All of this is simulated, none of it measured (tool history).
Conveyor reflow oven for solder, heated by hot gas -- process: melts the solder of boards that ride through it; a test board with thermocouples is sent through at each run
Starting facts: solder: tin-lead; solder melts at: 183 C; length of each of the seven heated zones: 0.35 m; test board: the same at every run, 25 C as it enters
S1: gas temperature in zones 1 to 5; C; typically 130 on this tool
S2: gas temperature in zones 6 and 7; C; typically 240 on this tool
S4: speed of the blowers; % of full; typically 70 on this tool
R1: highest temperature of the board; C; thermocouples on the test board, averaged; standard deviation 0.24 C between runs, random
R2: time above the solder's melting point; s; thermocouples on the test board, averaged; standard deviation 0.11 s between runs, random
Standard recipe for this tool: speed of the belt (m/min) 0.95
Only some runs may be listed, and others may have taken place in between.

{"run": 1, "hour": 0.0, "S1": 130, "S2": 240, "speed of the belt (m/min)": 0.95, "S4": 70, "R1": 213.8, "R2": 29.3}
{"hour": 26.5, "done": "flux residue cleaned out of gas plates and filters"}
{"run": 2, "hour": 26.7, "S1": 130, "S2": 240, "speed of the belt (m/min)": 0.95, "S4": 70, "R1": 212.4, "R2": 28.5}
{"run": 3, "hour": 64.6, "S1": 130, "S2": 240, "speed of the belt (m/min)": 0.881, "S4": 70, "R1": 216.3, "R2": 32.7}
{"run": 4, "hour": 91.4, "S1": 130, "S2": 240, "speed of the belt (m/min)": 0.95, "S4": 70, "R1": 212.9, "R2": 28.7}
{"hour": 108.4, "done": "flux residue cleaned out of gas plates and filters, once more"}
{"run": 5, "hour": 126.8, "S1": 130, "S2": 240, "speed of the belt (m/min)": 0.822, "S4": 70, "R1": 222.6, "R2": 39.3}
{"run": 6, "hour": 166.8, "S1": 130, "S2": 240, "speed of the belt (m/min)": 0.95, "S4": 70, "R1": 217.2, "R2": 31.1}
{"run": 7, "hour": 198.5, "S1": 130, "S2": 240, "speed of the belt (m/min)": 0.95, "S4": 70, "R1": 217.2, "R2": 31.5}
{"run": 8, "hour": 231.4, "S1": 130, "S2": 254, "speed of the belt (m/min)": 0.95, "S4": 70, "R1": 229, "R2": 35.7}
{"run": 9, "hour": 250.5, "S1": 130, "S2": 254, "speed of the belt (m/min)": 0.95, "S4": 70, "R1": 228.2, "R2": 36.1}
{"run": 10, "hour": 269.9, "S1": 130, "S2": 254, "speed of the belt (m/min)": 0.95, "S4": 70, "R1": 228.9, "R2": 35.8}
{"run": 11, "hour": 298.9, "S1": 130, "S2": 254, "speed of the belt (m/min)": 0.95, "S4": 70, "R1": 228.6, "R2": 36.1}
{"run": 12, "hour": 334.7, "S1": 130, "S2": 254, "speed of the belt (m/min)": 0.95, "S4": 79, "R1": 231, "R2": 36.6}
{"run": 13, "hour": 372.6, "S1": 130, "S2": 240, "speed of the belt (m/min)": 0.95, "S4": 70, "R1": 216.5, "R2": 31.2}
{"run": 14, "hour": 405.4, "S1": 130, "S2": 240, "speed of the belt (m/min)": 0.95, "S4": 70, "R1": 217, "R2": 31.2}
{"run": 15, "hour": 429.0, "S1": 130, "S2": 240, "speed of the belt (m/min)": 0.95, "S4": 70, "R1": 217, "R2": 30.9}
{"run": 16, "hour": 447.1, "S1": 130, "S2": 240, "speed of the belt (m/min)": 0.95, "S4": 70, "R1": 217.1, "R2": 30.9}
{"run": 17, "hour": 465.3, "S1": 137, "S2": 240, "speed of the belt (m/min)": 0.95, "S4": 70, "R1": 218.3, "R2": 33.2}
{"run": 18, "hour": 503.6, "S1": 137, "S2": 240, "speed of the belt (m/min)": 0.779, "S4": 51, "R1": 220.3, "R2": 41.7}
{"run": 19, "hour": 526.4, "S1": 130, "S2": 232, "speed of the belt (m/min)": 0.95, "S4": 70, "R1": 210.3, "R2": 27.5}
{"run": 20, "hour": 566.7, "S1": 130, "S2": 232, "speed of the belt (m/min)": 0.784, "S4": 70, "R1": 216.7, "R2": 38.5}
{"run": 21, "hour": 595.6, "S1": 131, "S2": 231, "speed of the belt (m/min)": 1.118, "S4": 70, "R1": 202.6, "R2": 18.9}
{"run": 22, "hour": 613.3, "S1": 131, "S2": 231, "speed of the belt (m/min)": 1.118, "S4": 70, "R1": 203, "R2": 18.6}
{"run": 23, "hour": 646.8, "S1": 144, "S2": 231, "speed of the belt (m/min)": 0.86, "S4": 70, "R1": 215.1, "R2": 37.3}
{"run": 24, "hour": 678.7, "S1": 125, "S2": 249, "speed of the belt (m/min)": 0.86, "S4": 70, "R1": 226.6, "R2": 38.2}
{"run": 25, "hour": 707.6, "S1": 130, "S2": 233, "speed of the belt (m/min)": 0.95, "S4": 53, "R1": 205.5, "R2": 23.9}
{"run": 26, "hour": 743.4, "S1": 140, "S2": 240, "speed of the belt (m/min)": 0.95, "S4": 70, "R1": 218.7, "R2": 33.7}
{"run": 27, "hour": 768.7, "S1": 145, "S2": 240, "speed of the belt (m/min)": 0.95, "S4": 70, "R1": 219.7, "R2": 35.4}
{"run": 28, "hour": 796.4, "S1": 130, "S2": 240, "speed of the belt (m/min)": 0.95, "S4": 65, "R1": 215.2, "R2": 29.8}
{"run": 29, "hour": 824.9, "S1": 125, "S2": 240, "speed of the belt (m/min)": 0.929, "S4": 65, "R1": 214.2, "R2": 29.5}
{"run": 30, "hour": 844.4, "S1": 125, "S2": 240, "speed of the belt (m/min)": 0.929, "S4": 65, "R1": 214.7, "R2": 29.6}
{"run": 31, "hour": 867.8, "S1": 130, "S2": 240, "speed of the belt (m/min)": 1.032, "S4": 73, "R1": 213, "R2": 26.5}
{"hour": 897.0, "done": "flux residue cleaned out of gas plates and filters"}
{"run": 32, "hour": 912.4, "S1": 141, "S2": 240, "speed of the belt (m/min)": 0.95, "S4": 64, "R1": 219.7, "R2": 34.7}

Per-run results on a tool with no hidden state, each run keeping its own random variation:
The hidden state here: heat that the gas passes to the board, % of a clean oven's; belt's true speed, % of the reading; true gas temperature in zones 6 and 7 over the reading, C; drift of the gauge itself on peak_c, C; drift of the gauge itself on liquid_s, %.
run=1 R1=217 R2=31
run=2 R1=216.8 R2=30.9
run=3 R1=220.5 R2=34.9
run=4 R1=217.4 R2=31.2
run=5 R1=222.4 R2=38.8
run=6 R1=217 R2=30.8
run=7 R1=217 R2=31.2
run=8 R1=228.9 R2=35.4
run=9 R1=228.2 R2=35.8
run=10 R1=229 R2=35.5
run=11 R1=228.7 R2=35.8
run=12 R1=231.3 R2=36.4
run=13 R1=216.7 R2=31.1
run=14 R1=217.3 R2=31.1
run=15 R1=217.3 R2=30.9
run=16 R1=217.5 R2=30.9
run=17 R1=218.7 R2=33.1
run=18 R1=220.3 R2=41.4
run=19 R1=210.7 R2=27.7
run=20 R1=216.8 R2=38.4
run=21 R1=203.5 R2=19.4
run=22 R1=203.9 R2=19.2
run=23 R1=215.3 R2=37.2
run=24 R1=227.4 R2=38.2
run=25 R1=206.1 R2=24.3
run=26 R1=219.4 R2=33.8
run=27 R1=220.4 R2=35.4
run=28 R1=216.2 R2=30.2
run=29 R1=215.3 R2=29.9
run=30 R1=215.8 R2=30.1
run=31 R1=214.5 R2=27.1
run=32 R1=217.8 R2=33.4

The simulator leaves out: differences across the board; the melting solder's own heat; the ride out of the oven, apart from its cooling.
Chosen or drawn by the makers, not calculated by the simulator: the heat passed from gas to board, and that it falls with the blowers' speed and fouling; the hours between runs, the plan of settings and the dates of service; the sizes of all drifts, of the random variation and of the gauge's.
